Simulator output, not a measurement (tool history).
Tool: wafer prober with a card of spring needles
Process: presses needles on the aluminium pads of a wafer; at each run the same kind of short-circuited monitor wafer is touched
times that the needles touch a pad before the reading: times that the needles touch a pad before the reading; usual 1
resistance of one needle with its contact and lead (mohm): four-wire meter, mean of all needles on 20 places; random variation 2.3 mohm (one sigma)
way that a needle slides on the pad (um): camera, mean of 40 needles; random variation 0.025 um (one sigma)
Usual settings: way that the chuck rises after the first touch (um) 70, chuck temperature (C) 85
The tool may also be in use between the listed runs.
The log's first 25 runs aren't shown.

run    hour  way that the chuck rises after the first touch (um)  chuck temperature (C)  times that the needles touch a pad before the reading  touches since the tips were cleaned  cleanings since the card got new needles  touches since the first contact's height was set  resistance of one needle with its contact and lead (mohm)  way that a needle slides on the pad (um)
      816.5  -- tips cleaned on abrasive film
 26   843.7                                                   80                     69                                                      1                                 6491                                        41                                            153599                                                        280                                     13.47
      850.9  -- tips cleaned on abrasive film
      885.4  -- tips cleaned on abrasive film
 27   890.0                                                   80                     69                                                      1                                 1089                                        43                                            164603                                                        260                                     13.46
      919.5  -- tips cleaned on abrasive film
 28   932.1                                                   80                     69                                                      1                                 3009                                        44                                            174626                                                        265                                     13.43
      952.4  -- tips cleaned on abrasive film
 29   962.4                                                   80                     69                                                      1                                 2386                                        45                                            181824                                                        270                                     13.40
      983.8  -- tips cleaned on abrasive film
      991.2  -- height of the first contact set anew
 30   994.4                                                   80                     69                                                      1                                 2458                                        46                                               769                                                        265                                     13.71
     1017.2  -- tips cleaned on abrasive film
 31  1042.8                                                   82                     85                                                      2                                 6111                                        47                                             12293                                                        268                                     13.98
     1049.0  -- tips cleaned on abrasive film
     1080.5  -- tips cleaned on abrasive film
 32  1081.7                                                   52                     87                                                      3                                  276                                        49                                             21510                                                        255                                      8.90
     1111.9  -- tips cleaned on abrasive film
 33  1113.2                                                   70                     51                                                      1                                  328                                        50                                             29022                                                        254                                     11.95

3 ways to go on from here, each from the tool as it stands after run 33. What would each give?
  A  1136.2                                                   57                     85                                                      2                                 5811                                        50                                             34505                                                          ?                                         ?
  B  1136.2                                                   56                     52                                                      2                                 5811                                        50                                             34505                                                          ?                                         ?
  C  1136.2                                                   70                     85                                                      2                                 5811                                        50                                             34505                                                          ?                                         ?

run  resistance of one needle with its contact and lead (mohm)  way that a needle slides on the pad (um)
  A                                                        273                                      9.66
  B                                                        265                                      9.50
  C                                                        274                                     11.96
Without the tool's hidden state the same runs would have given:
run  resistance of one needle with its contact and lead (mohm)  way that a needle slides on the pad (um)
  A                                                        257                                      9.70
  B                                                        249                                      9.55
  C                                                        258                                     12.01
